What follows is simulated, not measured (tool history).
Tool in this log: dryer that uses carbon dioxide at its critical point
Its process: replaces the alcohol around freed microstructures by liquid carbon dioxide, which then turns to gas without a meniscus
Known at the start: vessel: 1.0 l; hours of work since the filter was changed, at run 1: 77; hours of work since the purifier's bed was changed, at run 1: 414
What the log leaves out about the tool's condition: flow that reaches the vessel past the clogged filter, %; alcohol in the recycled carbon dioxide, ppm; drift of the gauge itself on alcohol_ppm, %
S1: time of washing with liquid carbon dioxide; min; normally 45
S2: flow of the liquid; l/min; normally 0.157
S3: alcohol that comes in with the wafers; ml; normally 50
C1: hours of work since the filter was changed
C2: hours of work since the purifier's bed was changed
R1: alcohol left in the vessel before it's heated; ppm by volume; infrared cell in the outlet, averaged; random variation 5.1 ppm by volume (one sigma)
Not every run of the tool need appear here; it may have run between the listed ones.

| run | day | S1 | S2 | S3 | C1 | C2 | R1 |
|---|---|---|---|---|---|---|---|
| 1 | 0 | 45 | 0.157 | 50 | 77 | 414 | 107 |
| 2 | 0.812 | 45 | 0.157 | 50 | 91 | 428 | 118 |
| 3 | 2.458 | 45 | 0.25 | 50 | 118 | 455 | 31 |
| 4 | 3.967 | 45 | 0.25 | 50 | 143 | 480 | 30 |
| 5 | 5.233 | 45 | 0.157 | 22 | 164 | 501 | 67 |
| 6 | 6.808 | 45 | 0.157 | 22 | 190 | 527 | 81 |
| 7 | 8.25 | 32 | 0.157 | 50 | 214 | 551 | 646 |
| 8 | 9.708 | 32 | 0.157 | 50 | 238 | 575 | 664 |
| 9 | 10.446 | 45 | 0.157 | 50 | 251 | 588 | 155 |
| 10 | 11.375 | 45 | 0.208 | 50 | 266 | 603 | 56 |
| 11 | 12.729 | 45 | 0.208 | 50 | 289 | 625 | 55 |
| 12 | 14.35 | 45 | 0.157 | 31 | 315 | 652 | 114 |
| 13 | 15.817 | 45 | 0.157 | 90 | 340 | 677 | 275 |
| 14 | 16.767 | 45 | 0.157 | 102 | 356 | 692 | 318 |
| 15 | 17.488 | 32 | 0.153 | 38 | 367 | 704 | 677 |
| 16 | 19.104 | 32 | 0.204 | 38 | 394 | 731 | 195 |
| 17 | 20.233 | 34 | 0.26 | 27 | 413 | 750 | 59 |
| 18 | 21.758 | 34 | 0.26 | 27 | 438 | 775 | 64 |
| 19 | 22.858 | 29 | 0.216 | 47 | 457 | 793 | 301 |
| 20 | 24.358 | 29 | 0.216 | 47 | 481 | 818 | 325 |
|  | 25.979 | inlet filter changed |
| 21 | 25.979 | 55 | 0.117 | 40 | 0 | 845 | 163 |
| 22 | 27.308 | 55 | 0.259 | 104 | 22 | 867 | 54 |
| 23 | 28.196 | 62 | 0.209 | 75 | 37 | 881 | 54 |
| 24 | 28.875 | 63 | 0.248 | 51 | 48 | 893 | 62 |
| 25 | 30.188 | 49 | 0.157 | 112 | 70 | 914 | 148 |
| 26 | 31.688 | 49 | 0.157 | 112 | 95 | 939 | 162 |
| 27 | 32.417 | 28 | 0.185 | 116 | 107 | 951 | 1035 |

Here are 5 independent what-if runs from the current tool condition. What would each one return?
| A | 33.592 | 45 | 0.173 | 50 | 126 | 971 | ? |
| B | 33.592 | 28 | 0.128 | 116 | 126 | 971 | ? |
| C | 33.592 | 28 | 0.185 | 69 | 126 | 971 | ? |
| D | 33.592 | 48 | 0.142 | 116 | 126 | 971 | ? |
| E | 33.592 | 33 | 0.095 | 116 | 126 | 971 | ? |

| run | R1 |
|---|---|
| A | 104 |
| B | 4874 |
| C | 664 |
| D | 316 |
| E | 7731 |
Stripped of hidden state, with their random variation kept, the same runs would have yielded:
| run | R1 |
|---|---|
| A | 41 |
| B | 4198 |
| C | 500 |
| D | 202 |
| E | 6819 |
